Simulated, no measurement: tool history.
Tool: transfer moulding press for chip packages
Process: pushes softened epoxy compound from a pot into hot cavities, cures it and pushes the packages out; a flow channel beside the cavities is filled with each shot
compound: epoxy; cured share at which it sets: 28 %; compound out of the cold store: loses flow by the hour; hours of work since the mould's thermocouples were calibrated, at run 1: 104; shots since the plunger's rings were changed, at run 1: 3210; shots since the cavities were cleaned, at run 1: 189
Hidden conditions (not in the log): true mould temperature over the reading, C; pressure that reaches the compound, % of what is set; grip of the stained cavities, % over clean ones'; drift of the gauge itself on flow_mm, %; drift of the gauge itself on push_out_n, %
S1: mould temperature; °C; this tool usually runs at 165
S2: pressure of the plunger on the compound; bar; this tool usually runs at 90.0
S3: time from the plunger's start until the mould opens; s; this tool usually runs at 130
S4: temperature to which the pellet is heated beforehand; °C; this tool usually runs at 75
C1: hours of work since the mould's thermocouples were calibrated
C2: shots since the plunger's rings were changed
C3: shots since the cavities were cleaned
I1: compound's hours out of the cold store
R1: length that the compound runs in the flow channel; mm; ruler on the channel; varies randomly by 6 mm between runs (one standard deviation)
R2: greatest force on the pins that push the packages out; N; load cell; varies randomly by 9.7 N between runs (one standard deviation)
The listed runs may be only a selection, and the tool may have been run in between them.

run   hour   S1     S2   S3  S4   C1    C2   C3    I1   R1   R2
  1    0.0  165   90.0  130  75  104  3210  189  22.1  609  500
  2   27.8  165   90.0  130  75  125  3507  486  15.1  607  568
      40.3  -- cavities cleaned with cleaning compound and waxed
  3   54.6  165   90.0  130  75  144  3776  152  46.7  555  472
      96.4  -- cavities cleaned with cleaning compound and waxed
  4  100.5  165   90.0  137  75  177  4249   44   8.1  613  441
     153.1  -- cavities cleaned with cleaning compound and waxed
  5  156.7  165   90.0  137  75  218  4831   38  39.7  553  448
     161.1  -- mould's thermocouples calibrated
     173.2  -- plunger's sealing rings changed
  6  202.3  165   90.0  137  75   29   309  476  31.1  619  532
     214.2  -- cavities cleaned with cleaning compound and waxed
  7  250.3  165   90.0  137  75   64   805  385  19.5  624  545
     271.4  -- cavities cleaned with cleaning compound and waxed
  8  294.3  165   90.0  143  75   96  1258  245  38.8  584  480
     331.1  -- cavities cleaned with cleaning compound and waxed
  9  342.7  165   90.0  143  75  131  1756  123  46.5  581  461
     389.9  -- cavities cleaned with cleaning compound and waxed
 10  389.9  165   90.0  143  75  165  2244    1  31.3  594  409
     417.0  -- mould's thermocouples calibrated, once more
 11  438.3  165   90.0  130  78   16  2737  494  46.0  567  564
     450.4  -- cavities cleaned with cleaning compound and waxed
 12  477.6  161   90.0  115  74   44  3140  290  41.7  590  853
     507.6  -- cavities cleaned with cleaning compound and waxed
 13  513.1  159   69.4  158  74   70  3503   59  34.1  529  491
     564.3  -- cavities cleaned with cleaning compound and waxed
 14  571.4  170   79.9  112  74  112  4107   75  43.7  502  442
     622.0  -- cavities cleaned with cleaning compound and waxed
 15  622.0  169   75.6  130  84  149  4631    0  27.9  517  409
 16  651.1  169  107.2  130  84  171  4941  310  23.2  612  474
     657.9  -- plunger's sealing rings changed
     680.1  -- cavities cleaned with cleaning compound and waxed
 17  686.3  169  107.2  130  84  194   286   66  16.9  680  408

Branching from run 17: 3 alternative next runs. What would each branch give?
  A  729.9  169  107.2  134  72  227  751  531  18.7   ?   ?
  B  729.9  165   83.6  118  72  227  751  531  21.3   ?   ?
  C  729.9  167   76.7  115  75  227  751  531  32.2   ?   ?

run   R1   R2
  A  678  491
  B  617  671
  C  545  628
Without the tool's unlogged condition, the same runs would have read:
run   R1   R2
  A  688  363
  B  626  504
  C  553  471

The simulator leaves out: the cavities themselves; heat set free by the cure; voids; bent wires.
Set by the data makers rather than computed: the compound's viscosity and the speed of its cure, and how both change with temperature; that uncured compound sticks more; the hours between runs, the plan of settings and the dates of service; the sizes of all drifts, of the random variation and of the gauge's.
